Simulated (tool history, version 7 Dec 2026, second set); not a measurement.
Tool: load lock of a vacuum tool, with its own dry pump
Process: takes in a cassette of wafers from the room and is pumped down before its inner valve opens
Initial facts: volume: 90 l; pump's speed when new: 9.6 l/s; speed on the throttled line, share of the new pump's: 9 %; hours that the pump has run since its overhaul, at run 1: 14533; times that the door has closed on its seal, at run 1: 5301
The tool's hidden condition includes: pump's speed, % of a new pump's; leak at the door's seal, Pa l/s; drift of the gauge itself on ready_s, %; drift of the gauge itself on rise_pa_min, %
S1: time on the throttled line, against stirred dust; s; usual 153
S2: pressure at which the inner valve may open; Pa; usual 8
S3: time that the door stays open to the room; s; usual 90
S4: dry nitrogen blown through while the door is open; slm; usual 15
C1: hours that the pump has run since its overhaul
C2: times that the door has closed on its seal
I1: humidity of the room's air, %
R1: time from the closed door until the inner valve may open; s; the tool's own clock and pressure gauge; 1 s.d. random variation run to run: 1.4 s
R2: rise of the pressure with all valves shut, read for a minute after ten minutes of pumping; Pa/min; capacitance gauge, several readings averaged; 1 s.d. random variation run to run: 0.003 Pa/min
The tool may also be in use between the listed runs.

run	hour	S1	S2	S3	S4	C1	C2	I1	R1	R2
1	0.0	153	8	90	15	14533	5301	47.0	242.2	0.053
2	291.6	153	8	90	15	14824	5881	45.5	243.9	0.053
3	614.3	153	8	90	15	15147	6523	45.4	242.9	0.064
4	935.6	153	8	90	15	15468	7163	44.5	244.4	0.054
5	1311.6	153	8	90	15	15844	7911	42.2	244.5	0.056
6	1619.9	153	8	90	7	16153	8524	47.2	244.7	0.070
7	1954.3	125	8	90	15	16487	9190	43.5	218.3	0.059
8	2235.4	153	8	96	15	16768	9749	43.9	249.0	0.058
9	2630.9	306	8	96	15	17164	10536	47.8	380.6	0.070
10	3113.4	306	8	96	15	17646	11496	41.1	383.2	0.065
11	3427.5	153	8	84	15	17960	12121	44.6	248.9	0.068
12	3887.9	198	6	84	42	18421	13037	44.5	293.1	0.056
13	4174.3	198	12	84	25	18707	13607	41.6	282.1	0.067
14	4644.8	198	12	84	25	19178	14543	47.3	280.3	0.075
15	5129.1	98	12	67	10	19662	15507	44.7	197.4	0.077
# hour 5295.1: dry pump taken out, an overhauled one fitted
16	5597.6	98	10	67	32	303	16427	45.4	177.1	0.071
17	5934.7	98	9	35	15	640	17098	46.2	177.4	0.072
18	6373.8	153	8	53	14	1079	17971	43.8	229.0	0.087
19	6689.7	153	11	90	15	1395	18600	46.0	226.0	0.098
20	7050.9	178	8	90	7	1756	19319	48.7	251.4	0.114
21	7428.2	156	8	90	7	2133	20069	41.9	234.1	0.110
22	7631.4	156	8	90	7	2336	20474	44.7	232.9	0.117

Results per run with the tool's hidden condition removed, run-to-run variation unchanged:
run	R1	R2
1	226.8	0.044
2	228.1	0.043
3	226.8	0.052
4	227.8	0.040
5	227.5	0.041
6	227.3	0.053
7	200.1	0.039
8	230.7	0.037
9	365.5	0.046
10	367.5	0.038
11	229.0	0.039
12	273.0	0.023
13	263.7	0.033
14	261.4	0.037
15	175.1	0.036
16	177.0	0.027
17	176.9	0.024
18	228.2	0.036
19	224.9	0.044
20	250.1	0.058
21	232.4	0.048
22	231.0	0.055

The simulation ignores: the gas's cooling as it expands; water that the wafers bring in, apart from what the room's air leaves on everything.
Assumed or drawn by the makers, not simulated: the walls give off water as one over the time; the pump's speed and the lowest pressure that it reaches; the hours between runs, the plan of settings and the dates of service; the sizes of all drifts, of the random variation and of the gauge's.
